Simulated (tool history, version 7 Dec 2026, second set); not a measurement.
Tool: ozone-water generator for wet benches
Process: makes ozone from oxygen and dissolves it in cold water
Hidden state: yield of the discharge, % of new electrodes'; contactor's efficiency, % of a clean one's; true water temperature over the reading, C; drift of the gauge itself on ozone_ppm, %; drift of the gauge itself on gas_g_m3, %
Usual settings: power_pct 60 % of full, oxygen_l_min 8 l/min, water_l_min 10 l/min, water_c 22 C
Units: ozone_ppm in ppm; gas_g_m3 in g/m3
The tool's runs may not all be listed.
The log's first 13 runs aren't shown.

| run | hour | power_pct | oxygen_l_min | water_l_min | water_c | hours of work since the electrodes were changed | hours of work since the contactor was cleaned | hours of work since the thermometer was calibrated | ozone_ppm | gas_g_m3 |
|---|---|---|---|---|---|---|---|---|---|---|
| 14 | 1278.5 | 60 | 8 | 10 | 22 | 3418 | 5359 | 900 | 18.2 | 119.2 |
| 15 | 1374.4 | 60 | 8 | 10 | 22 | 3477 | 5418 | 959 | 18.2 | 117.9 |
| 16 | 1513 | 60 | 8 | 10 | 22 | 3562 | 5503 | 1044 | 18.3 | 117.4 |
| 17 | 1636.3 | 51 | 6.7 | 10 | 20 | 3637 | 5578 | 1119 | 18.3 | 118.8 |
| 18 | 1765.4 | 60 | 8 | 13 | 22 | 3716 | 5657 | 1198 | 15.2 | 116.7 |
| 19 | 1830.7 | 60 | 5.84 | 10 | 15 | 3756 | 5697 | 1238 | 23.5 | 145.6 |
| 20 | 1897.9 | 60 | 5.91 | 9 | 15 | 3798 | 5739 | 1280 | 24.8 | 144.4 |
| 21 | 2001.8 | 99 | 5.91 | 9 | 23 | 3861 | 5802 | 1343 | 28.4 | 196.9 |
| 22 | 2115.1 | 60 | 7.72 | 9 | 17 | 3931 | 5872 | 1413 | 21.1 | 119.4 |
| 23 | 2244 | 60 | 9.89 | 10 | 29 | 4010 | 5951 | 1492 | 13.6 | 99.4 |
| 24 | 2309.1 | 45 | 8.04 | 11 | 29 | 4050 | 5991 | 1532 | 11.8 | 95.6 |
| 25 | 2415.7 | 56 | 11.92 | 12 | 17 | 4115 | 6056 | 1597 | 14.5 | 85.2 |
| 26 | 2572.6 | 55 | 8.16 | 10 | 22 | 4211 | 6152 | 1693 | 16.7 | 105.8 |
| 27 | 2673.3 | 60 | 8 | 10 | 21 | 4273 | 6214 | 1755 | 17.8 | 113.4 |
| 28 | 2813.5 | 60 | 4.02 | 7 | 22 | 4359 | 6300 | 1841 | 27.5 | 184 |
|  | 2843.2 | contactor cleaned |
| 29 | 2883.3 | 60 | 4.02 | 7 | 22 | 4399 | 25 | 1881 | 28.2 | 184.7 |
| 30 | 3029.2 | 50 | 10.74 | 12 | 20 | 4489 | 114 | 1971 | 13.3 | 82.7 |
| 31 | 3182.6 | 46 | 8 | 13 | 22 | 4583 | 208 | 2065 | 12.9 | 94.8 |

Forecast each of these 4 alternatives for the next run:
| A | 3276.3 | 51 | 8 | 13 | 22 | 4640 | 265 | 2122 | ? | ? |
| B | 3276.3 | 60 | 8 | 10 | 26 | 4640 | 265 | 2122 | ? | ? |
| C | 3276.3 | 60 | 7.13 | 9 | 24 | 4640 | 265 | 2122 | ? | ? |
| D | 3276.3 | 49 | 8 | 13 | 14 | 4640 | 265 | 2122 | ? | ? |

| run | ozone_ppm | gas_g_m3 |
|---|---|---|
| A | 14 | 100.8 |
| B | 16 | 112.7 |
| C | 18.7 | 121.7 |
| D | 16.1 | 100.4 |
Without the tool's hidden state the same runs would have given:
| run | ozone_ppm | gas_g_m3 |
|---|---|---|
| A | 16.6 | 119.2 |
| B | 19.5 | 136.4 |
| C | 22.8 | 147.1 |
| D | 19.1 | 117.9 |
